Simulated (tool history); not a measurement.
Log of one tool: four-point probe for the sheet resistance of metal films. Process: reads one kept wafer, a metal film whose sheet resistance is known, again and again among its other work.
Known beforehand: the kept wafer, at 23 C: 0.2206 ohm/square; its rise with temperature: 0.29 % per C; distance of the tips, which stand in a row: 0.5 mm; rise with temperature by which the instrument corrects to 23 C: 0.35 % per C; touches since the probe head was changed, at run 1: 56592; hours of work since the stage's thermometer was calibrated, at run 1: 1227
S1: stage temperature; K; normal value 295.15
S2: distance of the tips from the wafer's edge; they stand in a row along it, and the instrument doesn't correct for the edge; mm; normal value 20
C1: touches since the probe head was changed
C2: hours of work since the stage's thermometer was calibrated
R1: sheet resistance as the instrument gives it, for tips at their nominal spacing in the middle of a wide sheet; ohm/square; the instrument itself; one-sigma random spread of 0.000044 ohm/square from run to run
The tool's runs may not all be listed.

run 1 hour=0.0 | S1=295.15 S2=20 | C1=56592 C2=1227 | R1=0.222857
-- hour=68.8 stage's thermometer calibrated
run 2 hour=101.1 | S1=295.15 S2=23 | C1=59972 C2=20 | R1=0.222917
run 3 hour=184.1 | S1=295.15 S2=5 | C1=62762 C2=72 | R1=0.224214
run 4 hour=234.2 | S1=295.15 S2=5 | C1=64447 C2=103 | R1=0.224217
run 5 hour=298.2 | S1=295.15 S2=5 | C1=66595 C2=143 | R1=0.224305
run 6 hour=347.6 | S1=295.15 S2=5 | C1=68256 C2=173 | R1=0.224511
-- hour=403.9 stage's thermometer calibrated, once more
run 7 hour=433.0 | S1=295.15 S2=57 | C1=71109 C2=18 | R1=0.223510
run 8 hour=474.7 | S1=295.15 S2=57 | C1=72512 C2=44 | R1=0.223548
-- hour=506.2 new probe head fitted
run 9 hour=529.6 | S1=295.15 S2=14 | C1=788 C2=78 | R1=0.220671
run 10 hour=574.2 | S1=295.15 S2=14 | C1=2286 C2=105 | R1=0.220754
run 11 hour=637.0 | S1=295.15 S2=14 | C1=4395 C2=144 | R1=0.220856
run 12 hour=689.0 | S1=295.15 S2=20 | C1=6142 C2=177 | R1=0.220864
run 13 hour=743.0 | S1=295.15 S2=20 | C1=7958 C2=210 | R1=0.220895
run 14 hour=808.2 | S1=295.15 S2=20 | C1=10148 C2=251 | R1=0.221024
run 15 hour=910.0 | S1=295.15 S2=20 | C1=13568 C2=314 | R1=0.221100
run 16 hour=1002.8 | S1=303.15 S2=20 | C1=16689 C2=372 | R1=0.220255
run 17 hour=1055.5 | S1=295.15 S2=16 | C1=18460 C2=405 | R1=0.221453
run 18 hour=1132.7 | S1=295.15 S2=20 | C1=21054 C2=453 | R1=0.221521
run 19 hour=1227.7 | S1=295.15 S2=20 | C1=24246 C2=512 | R1=0.221646
run 20 hour=1276.9 | S1=295.15 S2=20 | C1=25900 C2=543 | R1=0.221709
run 21 hour=1342.2 | S1=295.15 S2=20 | C1=28094 C2=583 | R1=0.221722
run 22 hour=1388.9 | S1=295.15 S2=20 | C1=29662 C2=612 | R1=0.221789
run 23 hour=1470.4 | S1=297.15 S2=27 | C1=32401 C2=663 | R1=0.221623
run 24 hour=1546.8 | S1=308.15 S2=15 | C1=34969 C2=710 | R1=0.220425
run 25 hour=1602.1 | S1=299.15 S2=3 | C1=36828 C2=745 | R1=0.224781
run 26 hour=1685.5 | S1=294.15 S2=60 | C1=39631 C2=797 | R1=0.222394
run 27 hour=1739.8 | S1=295.15 S2=20 | C1=41454 C2=831 | R1=0.222349
run 28 hour=1819.2 | S1=295.15 S2=25 | C1=44121 C2=880 | R1=0.222431
run 29 hour=1902.2 | S1=307.15 S2=4 | C1=46910 C2=932 | R1=0.222893
run 30 hour=1988.1 | S1=297.15 S2=53 | C1=49797 C2=985 | R1=0.222461
run 31 hour=2059.9 | S1=305.15 S2=13 | C1=52211 C2=1030 | R1=0.221593
run 32 hour=2134.0 | S1=305.15 S2=13 | C1=54701 C2=1076 | R1=0.221710
run 33 hour=2209.0 | S1=294.15 S2=5 | C1=57221 C2=1122 | R1=0.224384
run 34 hour=2284.8 | S1=302.15 S2=5 | C1=59767 C2=1170 | R1=0.223428
run 35 hour=2382.5 | S1=302.15 S2=28 | C1=63052 C2=1230 | R1=0.222330
-- hour=2452.3 stage's thermometer calibrated
run 36 hour=2466.3 | S1=293.15 S2=23 | C1=65852 C2=9 | R1=0.223782
run 37 hour=2512.4 | S1=295.15 S2=65 | C1=67401 C2=37 | R1=0.223503
run 38 hour=2606.7 | S1=295.15 S2=3 | C1=70568 C2=96 | R1=0.226924
-- hour=2697.1 new probe head fitted
run 39 hour=2699.3 | S1=303.15 S2=20 | C1=74 C2=153 | R1=0.220938
run 40 hour=2776.6 | S1=303.15 S2=20 | C1=2673 C2=201 | R1=0.220997
run 41 hour=2839.4 | S1=298.15 S2=8 | C1=4784 C2=240 | R1=0.222149
run 42 hour=2925.8 | S1=294.15 S2=8 | C1=7686 C2=294 | R1=0.222778
run 43 hour=3000.1 | S1=298.15 S2=5 | C1=10182 C2=340 | R1=0.223034
run 44 hour=3049.0 | S1=295.15 S2=7 | C1=11825 C2=371 | R1=0.222933

For some of the steps in R1 from one run to the next: how much would appear even if the tool had no hidden state, given the settings, what came in and random variation, and how much remains for the hidden state plus any gauge scatter that the measured result and the result without hidden state don't share?
Hidden state present: inner tips' distance over the nominal, %; tips' flats over new ones', %; wafer's true temperature over the reading, C; drift of the gauge itself on sheet_ohm, %.
Run 8 -> 9: S2 57 -> 14, new probe head fitted. R1 -0.002877 ohm/square: hidden state -0.002992, all else +0.000115.
Run 24 -> 25: S1 308.15 -> 299.15, S2 15 -> 3. R1 +0.004356 ohm/square: hidden state +0.000095, all else +0.004261.
Run 35 -> 36: S1 302.15 -> 293.15, S2 28 -> 23, stage's thermometer calibrated. R1 +0.001452 ohm/square: hidden state +0.000226, all else +0.001226.
Run 37 -> 38: S2 65 -> 3. R1 +0.003421 ohm/square: hidden state +0.000176, all else +0.003245.
Run 38 -> 39: S1 295.15 -> 303.15, S2 3 -> 20, new probe head fitted. R1 -0.005986 ohm/square: hidden state -0.001838, all else -0.004148.

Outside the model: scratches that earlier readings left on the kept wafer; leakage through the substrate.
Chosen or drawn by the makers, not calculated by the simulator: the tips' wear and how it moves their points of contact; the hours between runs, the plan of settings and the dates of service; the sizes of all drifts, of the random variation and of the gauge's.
